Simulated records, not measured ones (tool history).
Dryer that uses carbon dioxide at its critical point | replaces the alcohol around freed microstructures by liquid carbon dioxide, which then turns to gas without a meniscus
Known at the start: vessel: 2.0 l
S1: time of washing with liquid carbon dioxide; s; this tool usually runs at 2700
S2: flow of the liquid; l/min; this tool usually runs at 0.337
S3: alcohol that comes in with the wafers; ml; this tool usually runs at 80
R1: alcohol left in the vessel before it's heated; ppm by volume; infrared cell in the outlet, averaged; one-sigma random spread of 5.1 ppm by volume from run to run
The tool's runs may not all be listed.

run	hour	S1	S2	S3	R1
1	0.0	2700	0.337	80	63
2	37.7	2700	0.337	80	75
3	72.9	2700	0.337	80	70
4	116.6	2700	0.337	80	71
5	142.6	2700	0.337	80	75
6	171.4	2700	0.337	80	83
7	219.8	2700	0.337	80	70
8	260.7	2700	0.337	80	76
9	309.8	2400	0.337	80	156
10	353.6	2400	0.337	80	159
11	380.5	2400	0.337	80	163
12	416.2	2700	0.327	80	107
13	462.1	2700	0.327	80	116
14	486.4	2700	0.269	80	311
15	533.3	2700	0.269	80	315
16	566.6	2700	0.269	80	332
17	590.1	2700	0.337	80	104
18	635.1	2700	0.337	80	109
19	681.0	2700	0.398	80	47
20	717.5	2700	0.229	80	736
21	751.5	2700	0.229	80	743
22	774.7	2700	0.229	80	741
23	822.3	2700	0.229	80	756
24	853.2	2700	0.229	80	783
# hour 882.7: inlet filter changed
25	903.7	2700	0.229	80	524
26	941.5	2280	0.296	28	135
27	987.0	2280	0.337	31	74
28	1027.3	2280	0.306	93	366
29	1065.8	4080	0.254	41	38
30	1115.1	4020	0.467	100	29
31	1141.5	4020	0.361	46	20
32	1166.0	4020	0.361	46	27
33	1210.0	3300	0.211	105	465
34	1249.2	3120	0.458	91	31
35	1293.2	4320	0.238	37	49
36	1323.0	2520	0.238	83	753
37	1349.7	4200	0.447	40	38
38	1378.8	4200	0.447	40	25
39	1409.4	4200	0.447	40	30
40	1430.2	1620	0.337	80	1007
41	1470.9	1620	0.337	80	1068
42	1502.9	2520	0.375	36	63
43	1543.2	2520	0.375	36	62
44	1567.5	2160	0.258	36	492
45	1605.5	2160	0.517	119	61
46	1653.3	3780	0.447	67	29
47	1678.8	3780	0.447	67	42

3 ways to go on from here, each from the tool as it stands after run 47. What would each give?
A	1716.1	3060	0.457	48	?
B	1716.1	2700	0.478	80	?
C	1716.1	2400	0.447	37	?

run	R1
A	36
B	29
C	61
Take away the tool's hidden state, keep each run's random variation, and the runs would have read:
run	R1
A	6
B	0
C	24
